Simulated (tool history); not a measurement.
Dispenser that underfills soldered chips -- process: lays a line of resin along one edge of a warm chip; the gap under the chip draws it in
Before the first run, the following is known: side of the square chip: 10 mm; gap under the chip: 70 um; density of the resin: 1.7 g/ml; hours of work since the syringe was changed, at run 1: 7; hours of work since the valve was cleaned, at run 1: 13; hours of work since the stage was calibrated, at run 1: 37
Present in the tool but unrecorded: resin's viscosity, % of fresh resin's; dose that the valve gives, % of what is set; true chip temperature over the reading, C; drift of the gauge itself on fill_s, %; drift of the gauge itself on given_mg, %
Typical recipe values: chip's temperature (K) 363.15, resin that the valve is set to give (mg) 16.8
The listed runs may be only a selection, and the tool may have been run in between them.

| run | hour | chip's temperature (K) | resin that the valve is set to give (mg) | hours of work since the syringe was changed | hours of work since the valve was cleaned | hours of work since the stage was calibrated | time until the resin shows at the far edge (s) | resin that the valve gave (mg) |
|---|---|---|---|---|---|---|---|---|
| 1 | 0.0 | 363.15 | 16.8 | 7 | 13 | 37 | 140.5 | 16.81 |
| 2 | 3.2 | 363.15 | 19.0 | 9 | 15 | 39 | 150.3 | 18.79 |
|  | 8.3 | new syringe of resin |
| 3 | 9.0 | 375.15 | 16.8 | 1 | 19 | 42 | 77.3 | 16.51 |
| 4 | 14.2 | 365.15 | 16.8 | 4 | 22 | 46 | 121.0 | 16.58 |
| 5 | 18.3 | 363.15 | 16.8 | 7 | 25 | 49 | 140.3 | 16.48 |
| 6 | 24.4 | 363.15 | 16.8 | 11 | 29 | 53 | 163.1 | 16.34 |
|  | 26.8 | new syringe of resin |
| 7 | 27.7 | 363.15 | 16.8 | 1 | 31 | 55 | 112.3 | 16.40 |
| 8 | 31.4 | 363.15 | 16.8 | 3 | 33 | 57 | 123.6 | 16.35 |
| 9 | 34.2 | 363.15 | 16.8 | 5 | 35 | 59 | 130.4 | 16.33 |
| 10 | 37.4 | 363.15 | 16.8 | 7 | 37 | 61 | 143.3 | 16.29 |
| 11 | 42.5 | 354.15 | 16.8 | 11 | 41 | 65 | 217.5 | 16.31 |
|  | 45.2 | new syringe of resin |
| 12 | 45.6 | 354.15 | 16.8 | 0 | 43 | 67 | 152.1 | 16.25 |
| 13 | 52.1 | 360.15 | 20.1 | 5 | 47 | 71 | 138.3 | 19.25 |
| 14 | 58.4 | 360.15 | 20.1 | 9 | 51 | 75 | 160.8 | 19.31 |
| 15 | 62.0 | 370.15 | 14.8 | 11 | 54 | 78 | 134.2 | 14.14 |
|  | 63.5 | new syringe of resin |
| 16 | 67.6 | 357.15 | 18.7 | 3 | 57 | 81 | 145.6 | 17.91 |
| 17 | 72.1 | 358.15 | 15.6 | 6 | 60 | 84 | 157.2 | 14.90 |
| 18 | 75.6 | 368.15 | 18.2 | 8 | 63 | 87 | 121.4 | 17.20 |
| 19 | 81.3 | 369.15 | 18.4 | 12 | 66 | 90 | 133.6 | 17.53 |
|  | 82.1 | new syringe of resin |
| 20 | 85.0 | 360.15 | 15.3 | 2 | 69 | 93 | 132.6 | 14.37 |
| 21 | 89.7 | 370.15 | 21.7 | 5 | 72 | 96 | 97.9 | 20.53 |
| 22 | 94.6 | 377.15 | 16.5 | 8 | 75 | 99 | 92.6 | 15.40 |
| 23 | 98.4 | 374.15 | 16.6 | 11 | 78 | 102 | 111.5 | 15.61 |
|  | 100.4 | new syringe of resin |
| 24 | 104.9 | 371.15 | 16.8 | 3 | 82 | 106 | 90.2 | 15.79 |

Entry by entry between the runs, the difference in hidden state between the last listed run before and the first listed run after:
Run 2 -> run 3: new syringe of resin (hour 8.3)
  resin's viscosity, % of fresh resin's: 137.5 -> 103.2; dose that the valve gives, % of what is set: 98.95 -> 98.67; true chip temperature over the reading, C: 0.31 -> 0.33
  measured less the result without the state, time until the resin shows at the far edge (s): +39.9 -> +1.8; resin that the valve gave (mg): -0.20 -> -0.22
Run 6 -> run 7: new syringe of resin (hour 26.8)
  resin's viscosity, % of fresh resin's: 148.5 -> 102.2; dose that the valve gives, % of what is set: 97.85 -> 97.68; true chip temperature over the reading, C: 0.39 -> 0.41
  measured less the result without the state, time until the resin shows at the far edge (s): +52.3 -> +1.5; resin that the valve gave (mg): -0.36 -> -0.39
Run 11 -> run 12: new syringe of resin (hour 45.2)
  resin's viscosity, % of fresh resin's: 144.9 -> 100.3; dose that the valve gives, % of what is set: 96.9 -> 96.77; true chip temperature over the reading, C: 0.46 -> 0.47
  measured less the result without the state, time until the resin shows at the far edge (s): +65.9 -> -1.0; resin that the valve gave (mg): -0.52 -> -0.54
Run 15 -> run 16: new syringe of resin (hour 63.5)
  resin's viscosity, % of fresh resin's: 147.7 -> 108.7; dose that the valve gives, % of what is set: 95.89 -> 95.61; true chip temperature over the reading, C: 0.54 -> 0.56
  measured less the result without the state, time until the resin shows at the far edge (s): +43.1 -> +9.9; resin that the valve gave (mg): -0.61 -> -0.83
Run 19 -> run 20: new syringe of resin (hour 82.1)
  resin's viscosity, % of fresh resin's: 150.4 -> 105.7; dose that the valve gives, % of what is set: 94.92 -> 94.74; true chip temperature over the reading, C: 0.61 -> 0.63
  measured less the result without the state, time until the resin shows at the far edge (s): +43.8 -> +6.7; resin that the valve gave (mg): -0.94 -> -0.80
Run 23 -> run 24: new syringe of resin (hour 100.4)
  resin's viscosity, % of fresh resin's: 144.8 -> 107.9; dose that the valve gives, % of what is set: 94.01 -> 93.69; true chip temperature over the reading, C: 0.68 -> 0.7
  measured less the result without the state, time until the resin shows at the far edge (s): +34.0 -> +6.0; resin that the valve gave (mg): -1.00 -> -1.07
